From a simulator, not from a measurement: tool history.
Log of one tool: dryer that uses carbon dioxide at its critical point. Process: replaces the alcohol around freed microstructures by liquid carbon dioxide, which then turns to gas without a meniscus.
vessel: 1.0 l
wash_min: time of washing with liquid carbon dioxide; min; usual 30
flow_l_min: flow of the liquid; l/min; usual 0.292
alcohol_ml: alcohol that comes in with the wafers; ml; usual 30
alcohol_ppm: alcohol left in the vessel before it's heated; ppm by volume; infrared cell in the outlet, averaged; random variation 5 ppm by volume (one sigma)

Run 1, hour 0.0: usual settings. Result: alcohol_ppm 54 ppm by volume.
Run 2, hour 50.3: usual settings. Result: alcohol_ppm 58 ppm by volume.
Run 3, hour 98.1: usual settings. Result: alcohol_ppm 63 ppm by volume.
Run 4, hour 125.0: usual settings. Result: alcohol_ppm 65 ppm by volume.
Run 5, hour 172.8: usual settings. Result: alcohol_ppm 66 ppm by volume.
Run 6, hour 207.5: usual settings. Result: alcohol_ppm 63 ppm by volume.
Run 7, hour 256.0: usual settings. Result: alcohol_ppm 60 ppm by volume.
Run 8, hour 303.4: usual settings. Result: alcohol_ppm 68 ppm by volume.
Run 9, hour 359.0: usual settings. Result: alcohol_ppm 67 ppm by volume.
Run 10, hour 397.7: usual settings. Result: alcohol_ppm 72 ppm by volume.
Run 11, hour 432.8: usual settings but flow_l_min 0.299 l/min. Result: alcohol_ppm 76 ppm by volume.
At hour 440.6: inlet filter changed.
Run 12, hour 483.2: usual settings but flow_l_min 0.299 l/min. Result: alcohol_ppm 66 ppm by volume.
Run 13, hour 532.3: usual settings but flow_l_min 0.364 l/min. Result: alcohol_ppm 71 ppm by volume.
Run 14, hour 573.6: usual settings but wash_min 25 min, flow_l_min 0.268 l/min. Result: alcohol_ppm 132 ppm by volume.
Run 15, hour 627.3: usual settings but wash_min 36 min, alcohol_ml 32 ml. Result: alcohol_ppm 79 ppm by volume.
Run 16, hour 668.5: usual settings but wash_min 18 min, alcohol_ml 49 ml. Result: alcohol_ppm 372 ppm by volume.
Run 17, hour 696.8: usual settings but wash_min 43 min, flow_l_min 0.449 l/min, alcohol_ml 37 ml. Result: alcohol_ppm 77 ppm by volume.
Run 18, hour 723.0: usual settings but alcohol_ml 98 ml. Result: alcohol_ppm 106 ppm by volume.
Run 19, hour 757.8: usual settings but alcohol_ml 98 ml. Result: alcohol_ppm 105 ppm by volume.
Run 20, hour 811.2: usual settings but alcohol_ml 98 ml. Result: alcohol_ppm 121 ppm by volume.
Run 21, hour 835.1: usual settings but alcohol_ml 98 ml. Result: alcohol_ppm 110 ppm by volume.
Run 22, hour 860.5: usual settings but alcohol_ml 98 ml. Result: alcohol_ppm 111 ppm by volume.
Run 23, hour 915.8: usual settings but alcohol_ml 98 ml. Result: alcohol_ppm 107 ppm by volume.
Run 24, hour 939.6: usual settings but alcohol_ml 98 ml. Result: alcohol_ppm 111 ppm by volume.

Some steps in alcohol_ppm between neighbouring runs. How much of each would the tool show without its hidden state too (settings, what came in, random variation), and how much is left for the hidden state, with any gauge scatter that isn't in both results?
The hidden state here: flow that reaches the vessel past the clogged filter, %; alcohol in the recycled carbon dioxide, ppm; drift of the gauge itself on alcohol_ppm, %.
Run 15 -> 16: wash_min 36 -> 18, alcohol_ml 32 -> 49. alcohol_ppm +293 ppm by volume: hidden state +29, all else +264.
Run 16 -> 17: wash_min 18 -> 43, flow_l_min 0.292 -> 0.449, alcohol_ml 49 -> 37. alcohol_ppm -295 ppm by volume: hidden state -26, all else -269.
